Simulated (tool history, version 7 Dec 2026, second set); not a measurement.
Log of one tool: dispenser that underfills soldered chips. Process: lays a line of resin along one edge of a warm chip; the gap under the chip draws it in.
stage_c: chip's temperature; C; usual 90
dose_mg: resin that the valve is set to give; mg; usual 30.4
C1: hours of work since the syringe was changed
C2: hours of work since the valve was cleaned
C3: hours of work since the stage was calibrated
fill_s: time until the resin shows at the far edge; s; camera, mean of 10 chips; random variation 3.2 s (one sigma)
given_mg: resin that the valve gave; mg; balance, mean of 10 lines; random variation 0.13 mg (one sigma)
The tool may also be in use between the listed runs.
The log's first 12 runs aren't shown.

{"run": 13, "hour": 55.7, "stage_c": 90, "dose_mg": 34.8, "C1": 8, "C2": 94, "C3": 116, "fill_s": 654.5, "given_mg": 32.74}
{"run": 14, "hour": 60.4, "stage_c": 79, "dose_mg": 34.8, "C1": 11, "C2": 96, "C3": 119, "fill_s": 1169.7, "given_mg": 32.8}
{"hour": 61.8, "done": "new syringe of resin"}
{"run": 15, "hour": 65.5, "stage_c": 79, "dose_mg": 34.8, "C1": 2, "C2": 99, "C3": 122, "fill_s": 557.8, "given_mg": 32.78}
{"run": 16, "hour": 70.1, "stage_c": 104, "dose_mg": 30.4, "C1": 5, "C2": 102, "C3": 124, "fill_s": 346.3, "given_mg": 28.43}
{"run": 17, "hour": 74.2, "stage_c": 104, "dose_mg": 30.4, "C1": 7, "C2": 105, "C3": 127, "fill_s": 433.2, "given_mg": 28.43}
{"run": 18, "hour": 80.0, "stage_c": 104, "dose_mg": 30.4, "C1": 11, "C2": 108, "C3": 130, "fill_s": 597.4, "given_mg": 28.24}
{"hour": 81.2, "done": "new syringe of resin"}
{"run": 19, "hour": 85.1, "stage_c": 99, "dose_mg": 35.6, "C1": 2, "C2": 111, "C3": 133, "fill_s": 315.6, "given_mg": 33.09}
{"run": 20, "hour": 89.8, "stage_c": 94, "dose_mg": 28.1, "C1": 5, "C2": 114, "C3": 136, "fill_s": 480.5, "given_mg": 26.18}
{"run": 21, "hour": 95.5, "stage_c": 94, "dose_mg": 28.1, "C1": 9, "C2": 117, "C3": 140, "fill_s": 648.7, "given_mg": 26.01}
{"run": 22, "hour": 98.5, "stage_c": 100, "dose_mg": 27.5, "C1": 11, "C2": 119, "C3": 141, "fill_s": 636.7, "given_mg": 25.75}
{"hour": 100.7, "done": "new syringe of resin"}
{"run": 23, "hour": 104.4, "stage_c": 91, "dose_mg": 32.6, "C1": 2, "C2": 122, "C3": 145, "fill_s": 383.2, "given_mg": 30.18}
{"run": 24, "hour": 107.7, "stage_c": 103, "dose_mg": 30.4, "C1": 4, "C2": 124, "C3": 147, "fill_s": 328.1, "given_mg": 28.04}
{"run": 25, "hour": 112.0, "stage_c": 104, "dose_mg": 30.9, "C1": 7, "C2": 127, "C3": 149, "fill_s": 405.0, "given_mg": 28.51}
{"run": 26, "hour": 117.6, "stage_c": 81, "dose_mg": 27.3, "C1": 10, "C2": 130, "C3": 153, "fill_s": 1088.6, "given_mg": 25.31}
{"hour": 119.9, "done": "new syringe of resin"}
{"run": 27, "hour": 121.7, "stage_c": 81, "dose_mg": 27.3, "C1": 1, "C2": 133, "C3": 155, "fill_s": 493.9, "given_mg": 24.86}
{"run": 28, "hour": 125.4, "stage_c": 99, "dose_mg": 28.2, "C1": 3, "C2": 135, "C3": 157, "fill_s": 348.4, "given_mg": 25.95}
{"run": 29, "hour": 129.9, "stage_c": 105, "dose_mg": 26.2, "C1": 6, "C2": 138, "C3": 160, "fill_s": 387.9, "given_mg": 23.9}
{"run": 30, "hour": 133.6, "stage_c": 87, "dose_mg": 33.9, "C1": 8, "C2": 140, "C3": 162, "fill_s": 735.3, "given_mg": 30.94}
{"hour": 139.2, "done": "new syringe of resin"}
{"run": 31, "hour": 139.9, "stage_c": 89, "dose_mg": 33.1, "C1": 0, "C2": 144, "C3": 166, "fill_s": 348.5, "given_mg": 30.13}
{"run": 32, "hour": 146.0, "stage_c": 75, "dose_mg": 28.5, "C1": 4, "C2": 147, "C3": 170, "fill_s": 775.8, "given_mg": 25.96}
{"hour": 151.0, "done": "dispensing valve cleaned and set on the balance"}
{"run": 33, "hour": 153.5, "stage_c": 83, "dose_mg": 28.5, "C1": 8, "C2": 2, "C3": 174, "fill_s": 822.9, "given_mg": 28.47}
{"hour": 159.6, "done": "new syringe of resin"}
{"run": 34, "hour": 159.9, "stage_c": 99, "dose_mg": 26.2, "C1": 0, "C2": 5, "C3": 177, "fill_s": 266.0, "given_mg": 26.01}
{"run": 35, "hour": 166.2, "stage_c": 99, "dose_mg": 26.2, "C1": 4, "C2": 9, "C3": 181, "fill_s": 373.3, "given_mg": 26.09}

Forecast each of these 3 alternatives for the next run:
{"run": "A", "hour": 171.9, "stage_c": 85, "dose_mg": 30.4, "C1": 7, "C2": 12, "C3": 185, "fill_s": "?", "given_mg": "?"}
{"run": "B", "hour": 171.9, "stage_c": 90, "dose_mg": 39.1, "C1": 7, "C2": 12, "C3": 185, "fill_s": "?", "given_mg": "?"}
{"run": "C", "hour": 171.9, "stage_c": 92, "dose_mg": 26.2, "C1": 7, "C2": 12, "C3": 185, "fill_s": "?", "given_mg": "?"}

run=A fill_s=739.3 given_mg=30.26
run=B fill_s=629.1 given_mg=38.51
run=C fill_s=616.5 given_mg=25.89
Without the tool's hidden state the same runs would have given:
run=A fill_s=373.9 given_mg=30.52
run=B fill_s=318.3 given_mg=38.83
run=C fill_s=311.8 given_mg=26.10

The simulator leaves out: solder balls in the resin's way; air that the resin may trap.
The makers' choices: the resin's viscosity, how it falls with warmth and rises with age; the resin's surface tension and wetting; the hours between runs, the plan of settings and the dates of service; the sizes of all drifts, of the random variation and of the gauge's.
